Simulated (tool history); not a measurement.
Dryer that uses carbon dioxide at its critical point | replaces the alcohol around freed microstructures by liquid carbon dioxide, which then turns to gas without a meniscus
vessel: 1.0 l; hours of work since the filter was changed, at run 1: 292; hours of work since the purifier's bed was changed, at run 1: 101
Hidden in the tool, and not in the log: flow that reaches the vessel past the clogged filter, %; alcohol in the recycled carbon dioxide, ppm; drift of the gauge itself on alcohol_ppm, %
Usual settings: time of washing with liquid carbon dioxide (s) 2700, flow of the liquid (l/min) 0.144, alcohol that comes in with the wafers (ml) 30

run	hour	time of washing with liquid carbon dioxide (s)	flow of the liquid (l/min)	alcohol that comes in with the wafers (ml)	hours of work since the filter was changed	hours of work since the purifier's bed was changed	alcohol left in the vessel before it's heated (ppm by volume)
1	0	2700	0.144	30	292	101	135
2	41.7	2700	0.104	30	323	132	524
# hour 87.8: inlet filter changed
3	106.9	2700	0.104	30	14	180	340
4	165.1	1800	0.104	30	58	224	1452
5	229.5	2700	0.144	30	106	272	147
6	289.2	2700	0.144	30	151	317	170
7	323	2700	0.144	30	176	342	185
8	375.9	1620	0.144	30	216	382	952
9	409.7	2700	0.222	30	241	407	148
10	458.9	2700	0.222	30	278	444	153
11	511.5	2700	0.144	27	318	484	251
12	548.1	1680	0.144	27	345	511	970
# hour 567.8: inlet filter changed
13	595.8	2820	0.144	27	21	546	217
14	628.6	2700	0.144	32	46	571	241
15	686.5	2700	0.104	32	89	614	515
16	718.9	2700	0.104	32	113	638	557
17	758.2	2700	0.104	32	143	668	580
18	815.6	2700	0.104	32	186	711	611
19	845	2700	0.104	32	208	733	671
20	908.5	4200	0.144	76	256	781	263
# hour 947.4: purifier's bed changed
21	947.4	4200	0.144	76	282	0	13
22	999.6	2160	0.106	102	322	39	3543
# hour 1048.3: inlet filter changed
23	1060.9	2160	0.234	84	10	84	50
24	1089.6	2160	0.234	84	31	106	62
25	1156.2	2700	0.186	75	81	156	78
26	1223.4	2700	0.135	75	131	206	306
27	1253.8	4080	0.135	75	154	229	98
28	1316.7	2700	0.188	43	201	276	111
29	1376.8	2700	0.144	20	246	321	167
30	1411.7	2700	0.162	27	273	347	154
31	1452.2	2700	0.144	26	303	378	217
32	1498.1	2700	0.144	26	337	412	218
# hour 1528: inlet filter changed
33	1531.6	2700	0.144	26	3	437	186
34	1561.7	2700	0.144	26	25	459	191
35	1595.8	1680	0.216	26	51	485	243
36	1649.1	3060	0.224	26	91	525	183
37	1707.5	3000	0.144	107	135	569	314
38	1760.4	2760	0.144	107	174	608	415

How the hidden state differs across the entries between the runs, from the last listed run before each to the first after it:
Between runs 2 and 3: inlet filter changed (hour 87.8)
  flow that reaches the vessel past the clogged filter, %: 88.1 -> 99.2; alcohol in the recycled carbon dioxide, ppm: 48.1 -> 64.1
  measured less the result without the state, alcohol left in the vessel before it's heated (ppm by volume): +248 -> +69
Between runs 12 and 13: inlet filter changed (hour 567.8)
  flow that reaches the vessel past the clogged filter, %: 86.8 -> 98.8; alcohol in the recycled carbon dioxide, ppm: 167.8 -> 178.4
  measured less the result without the state, alcohol left in the vessel before it's heated (ppm by volume): +495 -> +179
Between runs 20 and 21: purifier's bed changed (hour 947.4)
  flow that reaches the vessel past the clogged filter, %: 90 -> 89; alcohol in the recycled carbon dioxide, ppm: 252.5 -> 6.4
  measured less the result without the state, alcohol left in the vessel before it's heated (ppm by volume): +254 -> +8
Between runs 22 and 23: inlet filter changed (hour 1048.3)
  flow that reaches the vessel past the clogged filter, %: 87.6 -> 99.6; alcohol in the recycled carbon dioxide, ppm: 19.4 -> 33.2
  measured less the result without the state, alcohol left in the vessel before it's heated (ppm by volume): +1353 -> +28
Between runs 32 and 33: inlet filter changed (hour 1528)
  flow that reaches the vessel past the clogged filter, %: 87.4 -> 99.8; alcohol in the recycled carbon dioxide, ppm: 138.9 -> 146.9
  measured less the result without the state, alcohol left in the vessel before it's heated (ppm by volume): +180 -> +145
